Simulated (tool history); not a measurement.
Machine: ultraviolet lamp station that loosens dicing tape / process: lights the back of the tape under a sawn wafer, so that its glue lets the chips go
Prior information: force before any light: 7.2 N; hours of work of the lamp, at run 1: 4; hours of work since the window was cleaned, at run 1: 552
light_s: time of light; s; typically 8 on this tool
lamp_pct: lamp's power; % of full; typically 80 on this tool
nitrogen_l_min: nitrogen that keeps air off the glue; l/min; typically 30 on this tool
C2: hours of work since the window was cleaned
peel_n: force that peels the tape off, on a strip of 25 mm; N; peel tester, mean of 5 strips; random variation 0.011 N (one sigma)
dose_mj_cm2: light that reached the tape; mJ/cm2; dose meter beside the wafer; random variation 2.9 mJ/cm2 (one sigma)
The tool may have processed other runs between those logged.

{"run": 1, "hour": 0.0, "light_s": 8, "lamp_pct": 80, "nitrogen_l_min": 30, "hours of work of the lamp": 4, "C2": 552, "peel_n": 0.677, "dose_mj_cm2": 367}
{"run": 2, "hour": 4.8, "light_s": 8, "lamp_pct": 80, "nitrogen_l_min": 30, "hours of work of the lamp": 7, "C2": 554, "peel_n": 0.679, "dose_mj_cm2": 369}
{"run": 3, "hour": 10.9, "light_s": 8, "lamp_pct": 80, "nitrogen_l_min": 30, "hours of work of the lamp": 9, "C2": 557, "peel_n": 0.711, "dose_mj_cm2": 371}
{"run": 4, "hour": 16.7, "light_s": 8, "lamp_pct": 80, "nitrogen_l_min": 30, "hours of work of the lamp": 12, "C2": 560, "peel_n": 0.693, "dose_mj_cm2": 361}
{"run": 5, "hour": 26.4, "light_s": 4, "lamp_pct": 80, "nitrogen_l_min": 30, "hours of work of the lamp": 16, "C2": 564, "peel_n": 2.133, "dose_mj_cm2": 181}
{"run": 6, "hour": 37.0, "light_s": 4, "lamp_pct": 80, "nitrogen_l_min": 20, "hours of work of the lamp": 21, "C2": 569, "peel_n": 2.451, "dose_mj_cm2": 181}
{"run": 7, "hour": 47.2, "light_s": 4, "lamp_pct": 80, "nitrogen_l_min": 20, "hours of work of the lamp": 25, "C2": 573, "peel_n": 2.588, "dose_mj_cm2": 179}
{"run": 8, "hour": 57.0, "light_s": 13, "lamp_pct": 80, "nitrogen_l_min": 20, "hours of work of the lamp": 30, "C2": 578, "peel_n": 0.266, "dose_mj_cm2": 585}
{"run": 9, "hour": 63.7, "light_s": 8, "lamp_pct": 80, "nitrogen_l_min": 30, "hours of work of the lamp": 33, "C2": 581, "peel_n": 0.7, "dose_mj_cm2": 359}
{"run": 10, "hour": 73.7, "light_s": 8, "lamp_pct": 80, "nitrogen_l_min": 30, "hours of work of the lamp": 37, "C2": 585, "peel_n": 0.723, "dose_mj_cm2": 360}
{"run": 11, "hour": 82.0, "light_s": 8, "lamp_pct": 80, "nitrogen_l_min": 30, "hours of work of the lamp": 41, "C2": 589, "peel_n": 0.751, "dose_mj_cm2": 358}
{"run": 12, "hour": 87.0, "light_s": 8, "lamp_pct": 80, "nitrogen_l_min": 30, "hours of work of the lamp": 43, "C2": 591, "peel_n": 0.717, "dose_mj_cm2": 353}
{"hour": 88.3, "done": "window cleaned of glue's vapour"}
{"run": 13, "hour": 94.9, "light_s": 6, "lamp_pct": 81, "nitrogen_l_min": 30, "hours of work of the lamp": 47, "C2": 3, "peel_n": 1.389, "dose_mj_cm2": 253}
{"run": 14, "hour": 100.1, "light_s": 8, "lamp_pct": 62, "nitrogen_l_min": 30, "hours of work of the lamp": 49, "C2": 5, "peel_n": 1.332, "dose_mj_cm2": 260}
{"run": 15, "hour": 105.8, "light_s": 7, "lamp_pct": 78, "nitrogen_l_min": 36, "hours of work of the lamp": 51, "C2": 8, "peel_n": 1.009, "dose_mj_cm2": 286}
{"run": 16, "hour": 116.2, "light_s": 5, "lamp_pct": 91, "nitrogen_l_min": 23, "hours of work of the lamp": 56, "C2": 12, "peel_n": 1.708, "dose_mj_cm2": 237}
{"run": 17, "hour": 126.4, "light_s": 5, "lamp_pct": 91, "nitrogen_l_min": 37, "hours of work of the lamp": 61, "C2": 17, "peel_n": 1.415, "dose_mj_cm2": 238}
{"run": 18, "hour": 133.4, "light_s": 5, "lamp_pct": 91, "nitrogen_l_min": 37, "hours of work of the lamp": 64, "C2": 20, "peel_n": 1.406, "dose_mj_cm2": 238}
{"run": 19, "hour": 141.9, "light_s": 5, "lamp_pct": 91, "nitrogen_l_min": 37, "hours of work of the lamp": 67, "C2": 24, "peel_n": 1.471, "dose_mj_cm2": 236}
{"hour": 151.3, "done": "window cleaned of glue's vapour, once more"}
{"run": 20, "hour": 153.0, "light_s": 6, "lamp_pct": 67, "nitrogen_l_min": 32, "hours of work of the lamp": 72, "C2": 1, "peel_n": 1.319, "dose_mj_cm2": 261}
{"run": 21, "hour": 160.0, "light_s": 6, "lamp_pct": 68, "nitrogen_l_min": 33, "hours of work of the lamp": 75, "C2": 4, "peel_n": 1.287, "dose_mj_cm2": 256}

Predict each of these 5 candidate next runs independently; none follows another, all start after run 21:
{"run": "A", "hour": 167.0, "light_s": 4, "lamp_pct": 83, "nitrogen_l_min": 33, "hours of work of the lamp": 78, "C2": 7, "peel_n": "?", "dose_mj_cm2": "?"}
{"run": "B", "hour": 167.0, "light_s": 8, "lamp_pct": 61, "nitrogen_l_min": 33, "hours of work of the lamp": 78, "C2": 7, "peel_n": "?", "dose_mj_cm2": "?"}
{"run": "C", "hour": 167.0, "light_s": 8, "lamp_pct": 70, "nitrogen_l_min": 17, "hours of work of the lamp": 78, "C2": 7, "peel_n": "?", "dose_mj_cm2": "?"}
{"run": "D", "hour": 167.0, "light_s": 11, "lamp_pct": 73, "nitrogen_l_min": 10, "hours of work of the lamp": 78, "C2": 7, "peel_n": "?", "dose_mj_cm2": "?"}
{"run": "E", "hour": 167.0, "light_s": 5, "lamp_pct": 63, "nitrogen_l_min": 16, "hours of work of the lamp": 78, "C2": 7, "peel_n": "?", "dose_mj_cm2": "?"}

run=A peel_n=1.754 dose_mj_cm2=212
run=B peel_n=0.928 dose_mj_cm2=308
run=C peel_n=1.055 dose_mj_cm2=355
run=D peel_n=0.706 dose_mj_cm2=509
run=E peel_n=2.432 dose_mj_cm2=196
Take away the tool's hidden state, keep each run's random variation, and the runs would have read:
run=A peel_n=1.686 dose_mj_cm2=218
run=B peel_n=0.878 dose_mj_cm2=317
run=C peel_n=1 dose_mj_cm2=365
run=D peel_n=0.664 dose_mj_cm2=523
run=E peel_n=2.359 dose_mj_cm2=201
